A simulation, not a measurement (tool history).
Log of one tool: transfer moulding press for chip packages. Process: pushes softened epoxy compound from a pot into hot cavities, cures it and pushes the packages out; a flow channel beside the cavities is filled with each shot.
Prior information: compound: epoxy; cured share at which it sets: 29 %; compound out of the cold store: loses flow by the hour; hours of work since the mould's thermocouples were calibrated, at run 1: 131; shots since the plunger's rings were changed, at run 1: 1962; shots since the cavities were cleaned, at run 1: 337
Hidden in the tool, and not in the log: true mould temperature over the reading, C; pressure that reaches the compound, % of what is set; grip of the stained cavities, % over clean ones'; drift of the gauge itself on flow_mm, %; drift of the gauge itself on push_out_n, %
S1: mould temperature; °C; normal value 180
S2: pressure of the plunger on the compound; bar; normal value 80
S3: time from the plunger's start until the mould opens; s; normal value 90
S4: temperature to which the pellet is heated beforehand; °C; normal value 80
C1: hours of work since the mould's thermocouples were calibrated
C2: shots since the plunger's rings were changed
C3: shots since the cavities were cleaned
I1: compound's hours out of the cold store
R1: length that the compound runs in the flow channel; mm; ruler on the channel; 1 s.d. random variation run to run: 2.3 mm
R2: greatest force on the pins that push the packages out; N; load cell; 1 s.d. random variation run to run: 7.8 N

run,hour,S1,S2,S3,S4,C1,C2,C3,I1,R1,R2
1,0,180,80,90,80,131,1962,337,11.4,848,511
2,17.7,180,80,90,84,144,2191,566,10.8,842,597
# hour 22.6: cavities cleaned with cleaning compound and waxed
3,38.3,180,80,90,80,157,2438,203,25.4,788,453
4,56.1,180,80,116,80,171,2670,435,21,803,346
# hour 70.2: cavities cleaned with cleaning compound and waxed
5,72.3,188,80,90,80,181,2860,27,38.9,716,243
6,91.4,180,80,90,80,195,3107,274,25,782,485
7,102.1,180,80,90,80,203,3246,413,10.2,840,560
# hour 117.6: cavities cleaned with cleaning compound and waxed
8,121.7,180,80,90,81,216,3481,53,31.9,753,376
9,139.1,180,80,90,81,229,3706,278,23.5,782,474
10,155.6,180,80,90,81,241,3920,492,11.8,827,552
# hour 163.7: plunger's sealing rings changed
# hour 168: cavities cleaned with cleaning compound and waxed
11,179.3,180,80,90,81,256,184,147,42.7,741,396
12,191,180,80,90,80,264,335,298,47.2,725,457
13,211,180,80,90,80,279,594,557,29.2,788,547
# hour 215.5: cavities cleaned with cleaning compound and waxed
14,230.5,180,80,90,80,292,828,194,10.4,859,451
15,249.7,180,80,90,72,306,1077,443,47.9,718,518
# hour 263.3: cavities cleaned with cleaning compound and waxed
16,263.8,180,80,90,72,315,1240,7,19.1,826,363
17,272.5,180,82.3,90,80,322,1353,120,10.3,870,416
18,282.6,185,72.3,90,80,329,1484,251,33.3,717,352
19,299.6,180,72.3,75,80,342,1704,471,42.3,692,803
# hour 310.6: cavities cleaned with cleaning compound and waxed
20,311.8,176,84.9,90,80,349,1843,15,24.5,832,479
21,325.2,180,80,90,83,359,2017,189,17.3,824,469
22,337.3,180,80,90,83,368,2173,345,33.2,765,490
23,348.5,183,70.4,83,88,376,2319,491,29.9,715,529
# hour 358.7: cavities cleaned with cleaning compound and waxed
24,361.9,178,69.8,90,80,385,2473,42,14.2,779,436
25,376.1,178,69.8,90,80,395,2656,225,36.4,698,529
26,394,178,69.8,90,80,408,2889,458,43.4,674,597
# hour 406: cavities cleaned with cleaning compound and waxed
27,413.5,186,80.4,83,90,422,3122,97,43.8,702,299

For each run, the measured value with the value that run would have given without the tool's hidden condition subtracted. The run-to-run variation is shared by both, the gauge scatter possibly not:
run,R1,R2
1,-21,+180
2,-23,+243
3,-24,+119
4,-26,+128
5,-25,+15
6,-29,+147
7,-32,+205
8,-32,+44
9,-34,+152
10,-38,+214
11,-3,+88
12,-4,+148
13,-6,+218
14,-9,+113
15,-9,+189
16,-13,+2
17,-15,+77
18,-13,+99
19,-14,+302
20,-19,+25
21,-19,+119
22,-19,+162
23,-20,+203
24,-23,+40
25,-22,+141
26,-23,+219
27,-26,+51

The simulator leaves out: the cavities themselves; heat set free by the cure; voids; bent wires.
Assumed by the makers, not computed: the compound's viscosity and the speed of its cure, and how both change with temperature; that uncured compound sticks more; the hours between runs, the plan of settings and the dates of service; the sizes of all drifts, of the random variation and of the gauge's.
